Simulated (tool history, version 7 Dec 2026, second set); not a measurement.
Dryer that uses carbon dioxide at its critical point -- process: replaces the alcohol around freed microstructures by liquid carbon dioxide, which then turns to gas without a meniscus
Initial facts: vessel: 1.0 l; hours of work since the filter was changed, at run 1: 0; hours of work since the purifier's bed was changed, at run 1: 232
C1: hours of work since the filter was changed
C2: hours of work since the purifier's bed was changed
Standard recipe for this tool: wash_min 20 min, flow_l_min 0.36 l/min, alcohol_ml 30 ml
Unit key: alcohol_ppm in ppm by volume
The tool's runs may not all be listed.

run 1 hour=0 | wash_min=20 flow_l_min=0.36 alcohol_ml=30 | C1=0 C2=232 | alcohol_ppm=71
run 2 hour=47.7 | wash_min=20 flow_l_min=0.422 alcohol_ml=30 | C1=29 C2=260 | alcohol_ppm=38
run 3 hour=108.4 | wash_min=20 flow_l_min=0.422 alcohol_ml=30 | C1=65 C2=297 | alcohol_ppm=41
run 4 hour=157.1 | wash_min=20 flow_l_min=0.422 alcohol_ml=30 | C1=94 C2=326 | alcohol_ppm=49
run 5 hour=220.1 | wash_min=20 flow_l_min=0.422 alcohol_ml=30 | C1=132 C2=364 | alcohol_ppm=42
run 6 hour=265.9 | wash_min=31 flow_l_min=0.371 alcohol_ml=23 | C1=160 C2=392 | alcohol_ppm=34

What will run 7 give?
run 7 hour=315.1 | wash_min=29 flow_l_min=0.221 alcohol_ml=49 | C1=189 C2=421 | alcohol_ppm=?

{"run 7": {"alcohol_ppm": 302}}
Minus the tool's unlogged condition, the same run would have read alcohol_ppm 223 ppm by volume.
